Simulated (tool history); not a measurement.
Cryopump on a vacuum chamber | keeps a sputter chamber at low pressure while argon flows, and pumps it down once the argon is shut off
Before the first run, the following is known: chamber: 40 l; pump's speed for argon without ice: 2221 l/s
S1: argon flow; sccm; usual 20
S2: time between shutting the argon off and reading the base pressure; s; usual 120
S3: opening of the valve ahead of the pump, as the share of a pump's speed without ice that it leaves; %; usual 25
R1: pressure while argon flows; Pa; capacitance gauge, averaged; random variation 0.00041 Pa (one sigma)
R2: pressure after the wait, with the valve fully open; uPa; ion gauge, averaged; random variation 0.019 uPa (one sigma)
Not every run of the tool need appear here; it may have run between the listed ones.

run	hour	S1	S2	S3	R1	R2
1	0.0	20	120	25	0.0609	0.40
2	25.4	20	108	25	0.0607	0.44
3	63.3	20	120	25	0.0615	0.43
4	94.1	20	120	25	0.0617	0.41
5	141.8	20	120	25	0.0623	0.40
6	191.8	20	94	25	0.0632	0.50
7	227.3	20	94	37	0.0431	0.51
8	262.7	20	94	37	0.0445	0.48
9	324.9	20	53	37	0.0441	0.63
10	364.4	20	53	37	0.0436	0.63
11	391.0	20	120	20	0.0793	0.47
12	423.6	20	120	20	0.0796	0.51
13	476.4	20	120	20	0.0798	0.48
14	507.2	20	24	25	0.0648	1.00
15	536.2	20	24	25	0.0646	1.04
16	574.1	20	225	25	0.0660	0.46
17	634.3	20	225	25	0.0658	0.50
18	686.2	15	252	38	0.0341	0.52
19	736.1	37	104	20	0.1533	0.63
20	777.9	32	27	56	0.0544	1.06
21	830.4	20	21	16	0.1033	1.21
# hour 852.1: pump warmed up, emptied and cooled again
22	866.0	20	21	16	0.0954	1.04
23	898.5	8	21	16	0.0389	1.08
24	947.0	8	21	16	0.0380	1.08
25	1007.7	10	75	21	0.0371	0.55
26	1042.8	14	113	28	0.0395	0.52
27	1097.1	23	50	25	0.0716	0.72
28	1142.8	23	50	25	0.0723	0.70
29	1186.8	20	175	25	0.0635	0.50
30	1246.2	20	175	25	0.0636	0.52
31	1276.3	9	177	17	0.0421	0.53
32	1314.3	11	273	17	0.0509	0.52
33	1341.4	12	80	51	0.0203	0.63

Subtracting, for every run, the result it would have given without the tool's unlogged condition from the measured result gives the following. The same run-to-run variation enters both numbers; the gauge's scatter may not:
What the log doesn't record here: pump's speed, % of a pump's without ice; cold plate's temperature, K; leak into the chamber, uPa l/s; drift of the gauge itself on working_pa, %; drift of the gauge itself on base_upa, %.
run	R1	R2
1	+0.0003	+0.13
2	+0.0004	+0.14
3	+0.0006	+0.14
4	+0.0008	+0.15
5	+0.0012	+0.17
6	+0.0015	+0.18
7	+0.0017	+0.18
8	+0.0020	+0.19
9	+0.0024	+0.21
10	+0.0027	+0.21
11	+0.0030	+0.22
12	+0.0032	+0.23
13	+0.0037	+0.24
14	+0.0040	+0.26
15	+0.0043	+0.26
16	+0.0046	+0.28
17	+0.0052	+0.29
18	+0.0043	+0.31
19	+0.0117	+0.33
20	+0.0110	+0.35
21	+0.0076	+0.36
22	+0.0004	+0.21
23	+0.0002	+0.22
24	+0.0003	+0.23
25	+0.0006	+0.24
26	+0.0010	+0.25
27	+0.0021	+0.26
28	+0.0025	+0.27
29	+0.0025	+0.29
30	+0.0029	+0.31
31	+0.0015	+0.31
32	+0.0020	+0.33
33	+0.0023	+0.32
